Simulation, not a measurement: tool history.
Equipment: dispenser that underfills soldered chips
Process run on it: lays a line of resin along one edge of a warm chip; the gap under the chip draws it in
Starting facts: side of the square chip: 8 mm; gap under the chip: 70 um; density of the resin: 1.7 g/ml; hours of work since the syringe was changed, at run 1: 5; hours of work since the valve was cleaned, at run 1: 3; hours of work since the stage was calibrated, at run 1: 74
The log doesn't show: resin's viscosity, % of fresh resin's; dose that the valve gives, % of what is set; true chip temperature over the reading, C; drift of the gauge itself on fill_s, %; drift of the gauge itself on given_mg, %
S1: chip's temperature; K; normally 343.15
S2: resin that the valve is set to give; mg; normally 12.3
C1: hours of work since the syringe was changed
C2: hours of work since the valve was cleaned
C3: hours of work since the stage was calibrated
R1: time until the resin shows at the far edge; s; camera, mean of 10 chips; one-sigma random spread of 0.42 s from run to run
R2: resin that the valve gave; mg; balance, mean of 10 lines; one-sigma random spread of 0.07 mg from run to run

run,hour,S1,S2,C1,C2,C3,R1,R2
1,0,343.15,12.3,5,3,74,39.1,12.35
# hour 2.7: new syringe of resin
2,2.7,343.15,12.3,0,5,76,28.7,12.3
3,7.7,343.15,12.3,3,8,79,35.4,12.3
4,11.3,343.15,12.3,6,11,82,41.6,12.26
# hour 12: new syringe of resin
5,15,330.15,12.3,2,13,84,57,12.07
6,17.4,343.15,13.4,4,15,86,35.7,13.26
# hour 21.5: new syringe of resin
7,22,343.15,13.4,0,18,89,28.9,13.23
8,25,343.15,13.4,2,20,91,31.8,13.43
9,27.8,343.15,13.4,4,22,93,36.8,13.28
10,30.1,355.15,12.3,6,23,94,25.3,12.17
# hour 30.9: new syringe of resin
11,35.4,343.15,12.2,3,27,98,33.6,12.04
12,38.1,343.15,14.8,5,29,100,37.7,14.5
# hour 40.2: new syringe of resin
13,41.9,343.15,12.3,1,31,102,29.8,12.11
14,46.7,343.15,11.5,5,35,106,36.9,11.25
# hour 49.5: new syringe of resin
15,52.2,343.15,11.5,2,38,109,32.5,11.27
16,54.3,343.15,11.5,3,40,111,35.6,11.22
# hour 58.6: new syringe of resin
17,58.8,343.15,12.3,0,43,114,29.6,11.92
18,61.9,343.15,12.3,2,45,116,33.7,12.05
19,66.2,341.15,11.4,5,48,119,44.7,11.12
# hour 67.9: new syringe of resin
20,69.9,341.15,11.4,1,50,121,33.8,11.08
21,74.7,343.15,13.1,5,53,124,37.1,12.78
# hour 77.1: new syringe of resin
22,77.2,343.15,13.1,0,55,126,28.5,12.75
23,80.3,341.15,11.8,2,57,128,36.8,11.25
24,85.2,341.15,11.8,6,61,132,44.5,11.28
# hour 86.2: new syringe of resin
25,90,341.15,11.8,3,64,135,36.6,11.41
26,93.6,331.15,15,5,66,137,65.6,14.45
# hour 95.4: new syringe of resin
27,97.8,334.15,15,2,69,140,45.5,14.49
28,100,329.15,15,3,70,141,61.7,14.38
# hour 104.8: new syringe of resin
29,105.3,350.15,11.1,0,74,145,21.6,10.59
30,109.9,350.15,11.1,4,77,148,26.5,10.53
31,113.3,352.15,11.4,6,80,151,27.9,10.91
# hour 114: new syringe of resin
32,117.7,343.15,13.9,3,82,153,33.1,13.38
33,122,343.15,13.9,6,85,156,40.2,13.16
# hour 123.3: new syringe of resin
34,125.8,343.15,13.9,2,88,159,31.6,13.2
35,129.6,329.15,11.9,4,90,161,70.4,11.31
# hour 132.5: new syringe of resin
36,132.5,329.15,14.6,0,92,163,51.3,13.85

Across each entry between runs, compare the hidden state at the last listed run before it with the hidden state at the first listed run after it:
In the gap between runs 1 and 2: new syringe of resin (hour 2.7)
  resin's viscosity, % of fresh resin's: 134.8 -> 100.4; dose that the valve gives, % of what is set: 99.86 -> 99.76; true chip temperature over the reading, C: 0.25 -> 0.26
  what was measured, less what the result would be without the hidden state, R1: +9.8 -> -0.2 s; R2: -0.01 -> -0.03 mg
In the gap between runs 4 and 5: new syringe of resin (hour 12)
  resin's viscosity, % of fresh resin's: 144.9 -> 111.9; dose that the valve gives, % of what is set: 99.39 -> 99.25; true chip temperature over the reading, C: 0.3 -> 0.31
  what was measured, less what the result would be without the hidden state, R1: +12.4 -> +5.4 s; R2: -0.08 -> -0.1 mg
In the gap between runs 6 and 7: new syringe of resin (hour 21.5)
  resin's viscosity, % of fresh resin's: 124 -> 101.7; dose that the valve gives, % of what is set: 99.15 -> 98.99; true chip temperature over the reading, C: 0.32 -> 0.33
  what was measured, less what the result would be without the hidden state, R1: +6.5 -> +0.1 s; R2: -0.11 -> -0.13 mg
In the gap between runs 10 and 11: new syringe of resin (hour 30.9)
  resin's viscosity, % of fresh resin's: 143.6 -> 119.4; dose that the valve gives, % of what is set: 98.64 -> 98.44; true chip temperature over the reading, C: 0.37 -> 0.38
  what was measured, less what the result would be without the hidden state, R1: +7.4 -> +5 s; R2: -0.17 -> -0.19 mg
In the gap between runs 12 and 13: new syringe of resin (hour 40.2)
  resin's viscosity, % of fresh resin's: 134 -> 104.5; dose that the valve gives, % of what is set: 98.34 -> 98.2; true chip temperature over the reading, C: 0.39 -> 0.41
  what was measured, less what the result would be without the hidden state, R1: +9 -> +0.8 s; R2: -0.25 -> -0.22 mg
In the gap between runs 14 and 15: new syringe of resin (hour 49.5)
  resin's viscosity, % of fresh resin's: 128.3 -> 113; dose that the valve gives, % of what is set: 97.99 -> 97.78; true chip temperature over the reading, C: 0.43 -> 0.45
  what was measured, less what the result would be without the hidden state, R1: +7.8 -> +3.3 s; R2: -0.23 -> -0.25 mg
In the gap between runs 16 and 17: new syringe of resin (hour 58.6)
  resin's viscosity, % of fresh resin's: 123.6 -> 101.9; dose that the valve gives, % of what is set: 97.7 -> 97.54; true chip temperature over the reading, C: 0.45 -> 0.47
  what was measured, less what the result would be without the hidden state, R1: +6.3 -> +0.1 s; R2: -0.26 -> -0.3 mg
In the gap between runs 19 and 20: new syringe of resin (hour 67.9)
  resin's viscosity, % of fresh resin's: 139.5 -> 108.2; dose that the valve gives, % of what is set: 97.23 -> 97.08; true chip temperature over the reading, C: 0.5 -> 0.51
  what was measured, less what the result would be without the hidden state, R1: +12.2 -> +2 s; R2: -0.31 -> -0.34 mg
In the gap between runs 21 and 22: new syringe of resin (hour 77.1)
  resin's viscosity, % of fresh resin's: 132.1 -> 101.1; dose that the valve gives, % of what is set: 96.89 -> 96.8; true chip temperature over the reading, C: 0.53 -> 0.54
  what was measured, less what the result would be without the hidden state, R1: +8.5 -> -0.2 s; R2: -0.41 -> -0.42 mg
In the gap between runs 24 and 25: new syringe of resin (hour 86.2)
  resin's viscosity, % of fresh resin's: 141.6 -> 116.4; dose that the valve gives, % of what is set: 96.47 -> 96.29; true chip temperature over the reading, C: 0.57 -> 0.59
  what was measured, less what the result would be without the hidden state, R1: +12.5 -> +4.5 s; R2: -0.42 -> -0.44 mg
In the gap between runs 26 and 27: new syringe of resin (hour 95.4)
  resin's viscosity, % of fresh resin's: 135.4 -> 108.5; dose that the valve gives, % of what is set: 96.14 -> 95.99; true chip temperature over the reading, C: 0.6 -> 0.62
  what was measured, less what the result would be without the hidden state, R1: +15.7 -> +2.4 s; R2: -0.58 -> -0.61 mg
In the gap between runs 28 and 29: new syringe of resin (hour 104.8)
  resin's viscosity, % of fresh resin's: 119.1 -> 102.2; dose that the valve gives, % of what is set: 95.91 -> 95.71; true chip temperature over the reading, C: 0.62 -> 0.64
  what was measured, less what the result would be without the hidden state, R1: +8.5 -> +0.1 s; R2: -0.62 -> -0.48 mg
In the gap between runs 31 and 32: new syringe of resin (hour 114)
  resin's viscosity, % of fresh resin's: 143 -> 117.6; dose that the valve gives, % of what is set: 95.39 -> 95.23; true chip temperature over the reading, C: 0.67 -> 0.69
  what was measured, less what the result would be without the hidden state, R1: +8.2 -> +4.2 s; R2: -0.53 -> -0.67 mg
In the gap between runs 33 and 34: new syringe of resin (hour 123.3)
  resin's viscosity, % of fresh resin's: 140.9 -> 111.9; dose that the valve gives, % of what is set: 95.05 -> 94.89; true chip temperature over the reading, C: 0.71 -> 0.72
  what was measured, less what the result would be without the hidden state, R1: +10.9 -> +2.6 s; R2: -0.69 -> -0.71 mg
In the gap between runs 35 and 36: new syringe of resin (hour 132.5)
  resin's viscosity, % of fresh resin's: 130.9 -> 100.4; dose that the valve gives, % of what is set: 94.74 -> 94.63; true chip temperature over the reading, C: 0.73 -> 0.74
  what was measured, less what the result would be without the hidden state, R1: +15.2 -> -1.5 s; R2: -0.62 -> -0.79 mg
